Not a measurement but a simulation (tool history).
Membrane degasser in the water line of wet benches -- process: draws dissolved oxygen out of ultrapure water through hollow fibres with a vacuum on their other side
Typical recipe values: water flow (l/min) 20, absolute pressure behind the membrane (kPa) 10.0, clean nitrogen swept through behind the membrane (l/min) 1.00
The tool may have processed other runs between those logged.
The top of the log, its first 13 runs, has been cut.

run	hour	water flow (l/min)	absolute pressure behind the membrane (kPa)	clean nitrogen swept through behind the membrane (l/min)	dissolved oxygen in the water behind the degasser (ppb)	pressure that the water loses in the fibres (kPa)
14	2078.8	20	10.0	0.47	644.5	60.78
15	2166.6	17	10.0	0.47	548.9	51.95
16	2366.9	17	10.0	0.47	545.3	51.95
17	2517.9	31	10.0	1.30	564.5	94.75
18	2674.0	28	10.0	0.63	738.2	85.60
19	2799.3	26	6.3	1.00	339.8	79.48
20	2996.6	26	6.3	1.00	346.2	79.49
21	3174.7	26	24.6	0.65	1594.7	79.31
22	3355.5	29	19.7	1.27	937.0	88.31
23	3528.2	29	17.4	1.27	846.7	89.41
24	3634.8	20	14.8	2.40	326.5	61.27
25	3839.6	20	14.8	0.76	711.9	61.46
26	4035.7	20	14.8	0.76	695.7	61.68
27	4166.2	20	16.5	0.76	782.7	61.14
28	4370.0	20	16.5	0.76	788.4	61.48
29	4460.7	13	10.7	0.50	449.0	39.66
30	4581.6	20	17.9	1.00	725.6	61.58
31	4681.1	20	18.5	1.00	728.4	61.59
# hour 4846.5: vacuum gauge calibrated
32	4846.5	20	10.0	1.14	356.9	62.28

3 options for the next run, each taken on its own from the tool as it stands now. Forecast them:
A	4987.9	16	9.2	0.52	?	?
B	4987.9	22	10.0	1.14	?	?
C	4987.9	17	10.0	1.16	?	?

run	dissolved oxygen in the water behind the degasser (ppb)	pressure that the water loses in the fibres (kPa)
A	430.9	49.19
B	401.4	67.74
C	293.7	51.84
Without the tool's unlogged condition, the same runs would have read:
run	dissolved oxygen in the water behind the degasser (ppb)	pressure that the water loses in the fibres (kPa)
A	421.4	47.12
B	382.2	64.90
C	280.6	49.65
